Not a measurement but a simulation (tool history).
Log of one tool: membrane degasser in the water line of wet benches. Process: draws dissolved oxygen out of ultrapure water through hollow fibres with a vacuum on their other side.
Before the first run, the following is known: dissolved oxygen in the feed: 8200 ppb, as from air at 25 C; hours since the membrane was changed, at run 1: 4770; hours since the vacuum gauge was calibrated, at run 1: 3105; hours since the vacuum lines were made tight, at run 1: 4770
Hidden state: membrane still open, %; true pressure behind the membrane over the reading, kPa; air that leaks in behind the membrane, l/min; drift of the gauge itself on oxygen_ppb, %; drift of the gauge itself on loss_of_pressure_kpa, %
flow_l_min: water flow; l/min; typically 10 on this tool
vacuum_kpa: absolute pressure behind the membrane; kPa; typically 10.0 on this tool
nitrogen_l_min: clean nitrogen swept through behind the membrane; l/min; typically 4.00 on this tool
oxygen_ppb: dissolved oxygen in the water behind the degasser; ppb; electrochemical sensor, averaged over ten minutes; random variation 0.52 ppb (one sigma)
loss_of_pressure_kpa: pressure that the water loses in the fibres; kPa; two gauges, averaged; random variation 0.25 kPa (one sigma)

| run | hour | flow_l_min | vacuum_kpa | nitrogen_l_min | hours since the membrane was changed | hours since the vacuum gauge was calibrated | hours since the vacuum lines were made tight | oxygen_ppb | loss_of_pressure_kpa |
|---|---|---|---|---|---|---|---|---|---|
| 1 | 0.0 | 10 | 10.0 | 4.00 | 4770 | 3105 | 4770 | 46.2 | 69.00 |
| 2 | 163.7 | 10 | 10.0 | 4.00 | 4934 | 3268 | 4934 | 45.2 | 68.77 |
| 3 | 388.3 | 10 | 6.4 | 4.00 | 5158 | 3493 | 5158 | 22.9 | 68.91 |
| 4 | 565.0 | 10 | 10.0 | 4.00 | 5335 | 3670 | 5335 | 45.9 | 68.81 |
| 5 | 673.1 | 10 | 10.0 | 6.36 | 5443 | 3778 | 5443 | 29.7 | 68.93 |
| 6 | 779.0 | 10 | 10.0 | 6.36 | 5549 | 3884 | 5549 | 30.0 | 69.25 |
| 7 | 983.8 | 10 | 10.0 | 6.36 | 5754 | 4089 | 5754 | 29.4 | 69.47 |
| 8 | 1188.8 | 7 | 10.0 | 4.00 | 5959 | 4294 | 5959 | 30.9 | 48.63 |
| 9 | 1385.9 | 7 | 10.0 | 6.66 | 6156 | 4491 | 6156 | 19.4 | 48.60 |
| 10 | 1552.2 | 7 | 10.0 | 6.66 | 6322 | 4657 | 6322 | 19.0 | 49.19 |
| 11 | 1653.1 | 7 | 10.0 | 6.66 | 6423 | 4758 | 6423 | 18.7 | 49.02 |
|  | 1799.2 | vacuum gauge calibrated |
| 12 | 1848.6 | 8 | 10.0 | 4.00 | 6618 | 49 | 6618 | 35.6 | 55.67 |
| 13 | 2075.6 | 10 | 10.0 | 4.00 | 6845 | 276 | 6845 | 44.6 | 70.42 |
| 14 | 2220.0 | 10 | 21.5 | 4.00 | 6990 | 421 | 6990 | 113.5 | 69.85 |
|  | 2286.0 | gauge calibrated |
| 15 | 2413.2 | 10 | 21.5 | 4.00 | 7183 | 614 | 7183 | 115.6 | 68.61 |
| 16 | 2517.8 | 10 | 21.5 | 4.00 | 7287 | 719 | 7287 | 113.8 | 68.68 |
| 17 | 2745.8 | 15 | 8.8 | 3.50 | 7515 | 947 | 7515 | 65.8 | 104.02 |
| 18 | 2875.1 | 15 | 8.8 | 3.50 | 7645 | 1076 | 7645 | 67.5 | 103.71 |
|  | 3018.0 | seals of the vacuum lines changed |
| 19 | 3095.3 | 11 | 6.9 | 4.55 | 7863 | 1294 | 77 | 26.3 | 76.41 |
| 20 | 3219.6 | 10 | 17.1 | 3.24 | 7987 | 1418 | 202 | 107.3 | 68.96 |
| 21 | 3347.7 | 7 | 20.1 | 2.14 | 8115 | 1546 | 330 | 137.9 | 49.00 |
| 22 | 3536.9 | 6 | 14.6 | 4.58 | 8304 | 1736 | 519 | 38.1 | 41.44 |
| 23 | 3649.5 | 7 | 20.1 | 10.70 | 8417 | 1848 | 631 | 29.7 | 48.96 |
| 24 | 3845.3 | 7 | 17.8 | 1.92 | 8613 | 2044 | 827 | 132.7 | 48.90 |
| 25 | 4044.2 | 9 | 15.9 | 5.76 | 8812 | 2243 | 1026 | 52.3 | 63.10 |
| 26 | 4197.0 | 7 | 22.7 | 1.75 | 8964 | 2396 | 1179 | 191.5 | 49.07 |
| 27 | 4311.0 | 16 | 12.9 | 4.16 | 9079 | 2510 | 1293 | 99.9 | 112.77 |
| 28 | 4417.2 | 8 | 17.3 | 1.80 | 9185 | 2616 | 1399 | 150.7 | 56.25 |
| 29 | 4529.4 | 8 | 17.3 | 9.30 | 9297 | 2728 | 1511 | 32.1 | 55.91 |
| 30 | 4718.2 | 13 | 12.1 | 2.17 | 9486 | 2917 | 1700 | 133.4 | 91.76 |
|  | 4764.0 | gauge calibrated |
| 31 | 4872.3 | 12 | 10.4 | 2.17 | 9640 | 3071 | 1854 | 101.2 | 82.48 |
| 32 | 5066.0 | 12 | 10.4 | 2.17 | 9833 | 3265 | 2048 | 100.8 | 82.50 |

Predict each of these 4 candidate next runs independently; none follows another, all start after run 32:
| A | 5195.9 | 10 | 12.1 | 4.00 | 9963 | 3395 | 2178 | ? | ? |
| B | 5195.9 | 12 | 10.4 | 4.37 | 9963 | 3395 | 2178 | ? | ? |
| C | 5195.9 | 12 | 10.4 | 4.10 | 9963 | 3395 | 2178 | ? | ? |
| D | 5195.9 | 12 | 7.1 | 4.00 | 9963 | 3395 | 2178 | ? | ? |

| run | oxygen_ppb | loss_of_pressure_kpa |
|---|---|---|
| A | 57.6 | 68.53 |
| B | 54.1 | 82.60 |
| C | 55.8 | 82.66 |
| D | 35.1 | 83.01 |
Stripped of hidden state, with their random variation kept, the same runs would have yielded:
| run | oxygen_ppb | loss_of_pressure_kpa |
|---|---|---|
| A | 57.6 | 68.16 |
| B | 54.1 | 82.16 |
| C | 55.8 | 82.21 |
| D | 35.0 | 82.57 |

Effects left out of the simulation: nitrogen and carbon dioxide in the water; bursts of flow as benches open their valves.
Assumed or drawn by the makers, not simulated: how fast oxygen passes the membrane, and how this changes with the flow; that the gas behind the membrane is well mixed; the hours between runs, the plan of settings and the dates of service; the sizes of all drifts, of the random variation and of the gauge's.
